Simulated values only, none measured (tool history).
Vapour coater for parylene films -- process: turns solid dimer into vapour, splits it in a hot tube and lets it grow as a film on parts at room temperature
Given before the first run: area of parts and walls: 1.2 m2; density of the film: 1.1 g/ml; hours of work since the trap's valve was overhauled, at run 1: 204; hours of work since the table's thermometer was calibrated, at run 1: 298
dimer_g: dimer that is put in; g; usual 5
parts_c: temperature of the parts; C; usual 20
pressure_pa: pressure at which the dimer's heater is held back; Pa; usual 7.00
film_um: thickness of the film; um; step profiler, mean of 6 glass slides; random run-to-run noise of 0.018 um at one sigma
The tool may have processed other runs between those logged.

| run | day | dimer_g | parts_c | pressure_pa | hours of work since the trap's valve was overhauled | hours of work since the table's thermometer was calibrated | film_um |
|---|---|---|---|---|---|---|---|
| 1 | 0.000 | 5 | 20 | 7.00 | 204 | 298 | 1.56 |
| 2 | 0.458 | 5 | 20 | 7.00 | 212 | 306 | 1.56 |
| 3 | 1.229 | 5 | 20 | 7.00 | 225 | 319 | 1.55 |
| 4 | 1.700 | 5 | 20 | 7.00 | 232 | 327 | 1.51 |
| 5 | 2.283 | 5 | 20 | 7.00 | 242 | 336 | 1.52 |
| 6 | 2.800 | 5 | 20 | 4.01 | 251 | 345 | 1.67 |
| 7 | 3.238 | 5 | 20 | 7.00 | 258 | 352 | 1.50 |
| 8 | 3.975 | 4 | 20 | 7.00 | 270 | 365 | 1.17 |
| 9 | 4.671 | 4 | 20 | 7.00 | 282 | 376 | 1.20 |
| 10 | 5.433 | 4 | 20 | 7.00 | 295 | 389 | 1.21 |
| 11 | 6.033 | 4 | 20 | 7.00 | 305 | 399 | 1.20 |
| 12 | 6.429 | 4 | 20 | 7.00 | 311 | 406 | 1.19 |
| 13 | 6.850 | 4 | 20 | 7.00 | 318 | 413 | 1.21 |
| 14 | 7.508 | 4 | 20 | 7.00 | 329 | 424 | 1.16 |
| 15 | 8.233 | 4 | 20 | 7.26 | 342 | 436 | 1.16 |
|  | 8.504 | trap's valve overhauled |
| 16 | 8.754 | 4 | 20 | 7.26 | 4 | 442 | 1.32 |
| 17 | 9.362 | 4 | 20 | 7.26 | 14 | 452 | 1.32 |
| 18 | 9.758 | 4 | 20 | 7.26 | 21 | 458 | 1.29 |
| 19 | 10.275 | 4 | 25 | 3.31 | 30 | 467 | 1.40 |
| 20 | 11.021 | 4 | 20 | 2.67 | 42 | 479 | 1.60 |
| 21 | 11.775 | 3 | 20 | 7.00 | 55 | 492 | 0.96 |
| 22 | 12.446 | 3 | 20 | 9.17 | 66 | 503 | 0.90 |
| 23 | 13.167 | 3 | 14 | 3.28 | 78 | 515 | 1.22 |
| 24 | 13.808 | 3 | 14 | 3.28 | 89 | 526 | 1.22 |
| 25 | 14.162 | 3 | 14 | 4.15 | 94 | 532 | 1.17 |
| 26 | 14.729 | 5 | 20 | 6.96 | 104 | 541 | 1.60 |
| 27 | 15.100 | 5 | 20 | 6.96 | 110 | 548 | 1.61 |
| 28 | 15.688 | 5 | 20 | 2.16 | 120 | 557 | 2.01 |
| 29 | 16.471 | 4 | 20 | 4.49 | 133 | 570 | 1.40 |
| 30 | 17.100 | 2 | 21 | 3.54 | 143 | 581 | 0.71 |
| 31 | 17.550 | 5 | 28 | 8.20 | 151 | 588 | 1.33 |
| 32 | 18.200 | 5 | 20 | 8.20 | 162 | 599 | 1.51 |
| 33 | 18.538 | 5 | 22 | 10.54 | 167 | 605 | 1.35 |
| 34 | 19.267 | 2 | 20 | 7.00 | 180 | 617 | 0.61 |
| 35 | 19.908 | 3 | 12 | 7.90 | 190 | 628 | 1.02 |
| 36 | 20.317 | 5 | 20 | 10.80 | 197 | 635 | 1.41 |

Consider 4 possible next runs. They are alternatives, not a sequence: every one starts from the tool as it was left by run 36. What does each give?
| A | 21.046 | 5 | 20 | 2.53 | 209 | 647 | ? |
| B | 21.046 | 2 | 20 | 11.39 | 209 | 647 | ? |
| C | 21.046 | 5 | 17 | 2.90 | 209 | 647 | ? |
| D | 21.046 | 5 | 20 | 3.58 | 209 | 647 | ? |

| run | film_um |
|---|---|
| A | 1.91 |
| B | 0.55 |
| C | 1.93 |
| D | 1.77 |
With the hidden condition removed and each run's random variation left untouched, the same runs would have given:
| run | film_um |
|---|---|
| A | 2.05 |
| B | 0.59 |
| C | 2.07 |
| D | 1.90 |
